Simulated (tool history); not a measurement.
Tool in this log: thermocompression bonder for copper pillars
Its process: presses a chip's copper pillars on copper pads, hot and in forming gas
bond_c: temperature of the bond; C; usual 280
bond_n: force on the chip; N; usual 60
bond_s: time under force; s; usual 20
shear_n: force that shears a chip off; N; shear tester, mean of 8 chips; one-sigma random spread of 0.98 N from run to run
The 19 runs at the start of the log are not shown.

{"run": 20, "hour": 1184.0, "bond_c": 287, "bond_n": 43, "bond_s": 55, "shear_n": 82.8}
{"run": 21, "hour": 1236.3, "bond_c": 290, "bond_n": 70, "bond_s": 20, "shear_n": 90.9}
{"run": 22, "hour": 1300.4, "bond_c": 290, "bond_n": 70, "bond_s": 20, "shear_n": 88.6}
{"run": 23, "hour": 1385.9, "bond_c": 303, "bond_n": 55, "bond_s": 36, "shear_n": 94.9}
{"hour": 1458.1, "done": "forming gas filter changed"}
{"run": 24, "hour": 1458.1, "bond_c": 280, "bond_n": 65, "bond_s": 30, "shear_n": 90.6}
{"run": 25, "hour": 1493.0, "bond_c": 301, "bond_n": 78, "bond_s": 10, "shear_n": 93.0}
{"run": 26, "hour": 1538.9, "bond_c": 301, "bond_n": 78, "bond_s": 10, "shear_n": 92.3}
{"run": 27, "hour": 1587.6, "bond_c": 265, "bond_n": 78, "bond_s": 10, "shear_n": 64.2}
{"run": 28, "hour": 1643.2, "bond_c": 280, "bond_n": 60, "bond_s": 18, "shear_n": 72.3}
{"run": 29, "hour": 1725.9, "bond_c": 280, "bond_n": 60, "bond_s": 18, "shear_n": 70.8}
{"run": 30, "hour": 1794.5, "bond_c": 280, "bond_n": 66, "bond_s": 11, "shear_n": 64.8}

Predict each of these 4 candidate next runs independently; none follows another, all start after run 30:
{"run": "A", "hour": 1835.7, "bond_c": 280, "bond_n": 89, "bond_s": 17, "shear_n": "?"}
{"run": "B", "hour": 1835.7, "bond_c": 280, "bond_n": 37, "bond_s": 41, "shear_n": "?"}
{"run": "C", "hour": 1835.7, "bond_c": 272, "bond_n": 66, "bond_s": 22, "shear_n": "?"}
{"run": "D", "hour": 1835.7, "bond_c": 292, "bond_n": 62, "bond_s": 44, "shear_n": "?"}

run=A shear_n=92.5
run=B shear_n=57.9
run=C shear_n=73.6
run=D shear_n=98.1
With no hidden state in the tool, these same runs would have given:
run=A shear_n=104.8
run=B shear_n=68.9
run=C shear_n=86.1
run=D shear_n=109.6
